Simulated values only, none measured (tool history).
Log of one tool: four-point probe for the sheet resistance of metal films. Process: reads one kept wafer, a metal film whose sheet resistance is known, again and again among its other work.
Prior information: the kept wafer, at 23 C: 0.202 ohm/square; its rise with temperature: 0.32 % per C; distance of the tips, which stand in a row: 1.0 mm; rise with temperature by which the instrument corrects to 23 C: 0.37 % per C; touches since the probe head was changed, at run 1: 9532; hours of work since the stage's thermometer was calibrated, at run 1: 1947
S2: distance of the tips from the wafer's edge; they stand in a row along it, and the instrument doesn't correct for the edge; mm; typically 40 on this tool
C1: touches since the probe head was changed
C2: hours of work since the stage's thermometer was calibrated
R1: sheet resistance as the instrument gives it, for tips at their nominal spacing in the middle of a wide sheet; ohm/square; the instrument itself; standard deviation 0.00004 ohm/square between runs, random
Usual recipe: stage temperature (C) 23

Run 1, hour 0.0: usual settings; C1 9532; C2 1947. Result: R1 0.202196 ohm/square.
Run 2, hour 77.0: usual settings; C1 12891; C2 2004. Result: R1 0.202342 ohm/square.
Run 3, hour 174.2: usual settings; C1 17133; C2 2075. Result: R1 0.202353 ohm/square.
Run 4, hour 255.8: usual settings; C1 20694; C2 2135. Result: R1 0.202446 ohm/square.
Run 5, hour 339.1: usual settings; C1 24328; C2 2196. Result: R1 0.202582 ohm/square.
Run 6, hour 412.1: usual settings; C1 27512; C2 2249. Result: R1 0.202682 ohm/square.
Run 7, hour 500.2: usual settings; C1 31354; C2 2314. Result: R1 0.202709 ohm/square.
Run 8, hour 600.5: usual settings; C1 35732; C2 2387. Result: R1 0.202865 ohm/square.
Run 9, hour 668.7: usual settings; C1 38709; C2 2437. Result: R1 0.202926 ohm/square.
Run 10, hour 728.4: usual settings; C1 41312; C2 2481. Result: R1 0.202931 ohm/square.
Run 11, hour 815.8: usual settings but S2 26 mm; C1 45124; C2 2545. Result: R1 0.203156 ohm/square.
Run 12, hour 858.9: usual settings but S2 26 mm; C1 47004; C2 2577. Result: R1 0.203210 ohm/square.
At hour 897.9: stage's thermometer calibrated.
Run 13, hour 911.5: usual settings but S2 26 mm; C1 49281; C2 10. Result: R1 0.203267 ohm/square.
Run 14, hour 1008.4: usual settings but stage temperature (C) 24, S2 26 mm; C1 53507; C2 81. Result: R1 0.203302 ohm/square.
Run 15, hour 1080.1: usual settings; C1 56633; C2 133. Result: R1 0.203422 ohm/square.
Run 16, hour 1173.5: usual settings; C1 60710; C2 202. Result: R1 0.203466 ohm/square.
At hour 1255.6: new probe head fitted.
Run 17, hour 1262.1: usual settings; C1 281; C2 266. Result: R1 0.203033 ohm/square.
Run 18, hour 1360.4: usual settings; C1 4572; C2 338. Result: R1 0.203209 ohm/square.
At hour 1383.4: stage's thermometer calibrated, once more.
Run 19, hour 1433.7: usual settings; C1 7748; C2 37. Result: R1 0.202784 ohm/square.
Run 20, hour 1482.4: usual settings; C1 9873; C2 73. Result: R1 0.202853 ohm/square.
Run 21, hour 1570.1: usual settings but stage temperature (C) 33; C1 13700; C2 137. Result: R1 0.202029 ohm/square.
Run 22, hour 1613.3: usual settings but stage temperature (C) 33; C1 15583; C2 168. Result: R1 0.202015 ohm/square.
Run 23, hour 1657.6: usual settings but stage temperature (C) 28, S2 4 mm; C1 17515; C2 201. Result: R1 0.209015 ohm/square.
Run 24, hour 1753.2: usual settings but stage temperature (C) 20, S2 14 mm; C1 21686; C2 271. Result: R1 0.203856 ohm/square.
Run 25, hour 1821.9: usual settings but stage temperature (C) 20, S2 14 mm; C1 24683; C2 321. Result: R1 0.203928 ohm/square.
Run 26, hour 1912.3: usual settings but stage temperature (C) 29, S2 11 mm; C1 28629; C2 387. Result: R1 0.203558 ohm/square.
Run 27, hour 1975.4: usual settings but stage temperature (C) 19, S2 73 mm; C1 31381; C2 434. Result: R1 0.203747 ohm/square.
Run 28, hour 2046.2: usual settings but stage temperature (C) 25, S2 3 mm; C1 34470; C2 486. Result: R1 0.214552 ohm/square.
Run 29, hour 2140.5: usual settings but stage temperature (C) 22, S2 17 mm; C1 38583; C2 555. Result: R1 0.203938 ohm/square.
Run 30, hour 2238.8: usual settings but stage temperature (C) 20, S2 50 mm; C1 42873; C2 627. Result: R1 0.203853 ohm/square.
Run 31, hour 2322.3: usual settings but stage temperature (C) 21, S2 7 mm; C1 46518; C2 688. Result: R1 0.206148 ohm/square.
Run 32, hour 2410.8: usual settings but S2 7 mm; C1 50380; C2 753. Result: R1 0.205986 ohm/square.
Run 33, hour 2497.5: usual settings but stage temperature (C) 26, S2 22 mm; C1 54162; C2 816. Result: R1 0.203778 ohm/square.
Run 34, hour 2538.8: usual settings but stage temperature (C) 18, S2 31 mm; C1 55961; C2 846. Result: R1 0.204459 ohm/square.
Run 35, hour 2589.7: usual settings but stage temperature (C) 35, S2 4 mm; C1 58181; C2 884. Result: R1 0.209420 ohm/square.
Run 36, hour 2662.6: usual settings but stage temperature (C) 21, S2 6 mm; C1 61366; C2 937. Result: R1 0.207214 ohm/square.
At hour 2730.4: new probe head fitted.
Run 37, hour 2730.4: usual settings but stage temperature (C) 19, S2 31 mm; C1 0; C2 986. Result: R1 0.202901 ohm/square.
Run 38, hour 2790.3: usual settings but stage temperature (C) 19, S2 45 mm; C1 2616; C2 1030. Result: R1 0.202991 ohm/square.
Run 39, hour 2845.8: usual settings but stage temperature (C) 25, S2 4 mm; C1 5038; C2 1071. Result: R1 0.209019 ohm/square.
Run 40, hour 2925.2: usual settings but stage temperature (C) 25, S2 14 mm; C1 8501; C2 1129. Result: R1 0.203072 ohm/square.
Run 41, hour 3017.8: usual settings but stage temperature (C) 20, S2 75 mm; C1 12540; C2 1197. Result: R1 0.203133 ohm/square.
Run 42, hour 3074.1: usual settings but S2 17 mm; C1 14999; C2 1238. Result: R1 0.203240 ohm/square.
Run 43, hour 3150.8: usual settings but S2 17 mm; C1 18342; C2 1294. Result: R1 0.203374 ohm/square.

Pick out some run-to-run changes in R1. Of each, how much would a tool without hidden state show as well, from the settings, what came in and chance, and how much is left for the hidden state and any gauge scatter not in both results compared?
The hidden state here: inner tips' distance over the nominal, %; tips' flats over new ones', %; wafer's true temperature over the reading, C; drift of the gauge itself on sheet_ohm, %.
Run 16 -> 17: new probe head fitted. R1 -0.000433 ohm/square: hidden state -0.000452, all else +0.000019.
Run 18 -> 19: stage's thermometer calibrated, once more. R1 -0.000425 ohm/square: hidden state -0.000370, all else -0.000055.
Run 22 -> 23: stage temperature (C) 33 -> 28, S2 40 -> 4. R1 +0.007000 ohm/square: hidden state +0.000074, all else +0.006926.
Run 27 -> 28: stage temperature (C) 19 -> 25, S2 73 -> 3. R1 +0.010805 ohm/square: hidden state +0.000138, all else +0.010667.
Run 28 -> 29: stage temperature (C) 25 -> 22, S2 3 -> 17. R1 -0.010614 ohm/square: hidden state +0.000028, all else -0.010642.
Run 36 -> 37: stage temperature (C) 21 -> 19, S2 6 -> 31, new probe head fitted. R1 -0.004313 ohm/square: hidden state -0.001520, all else -0.002793.
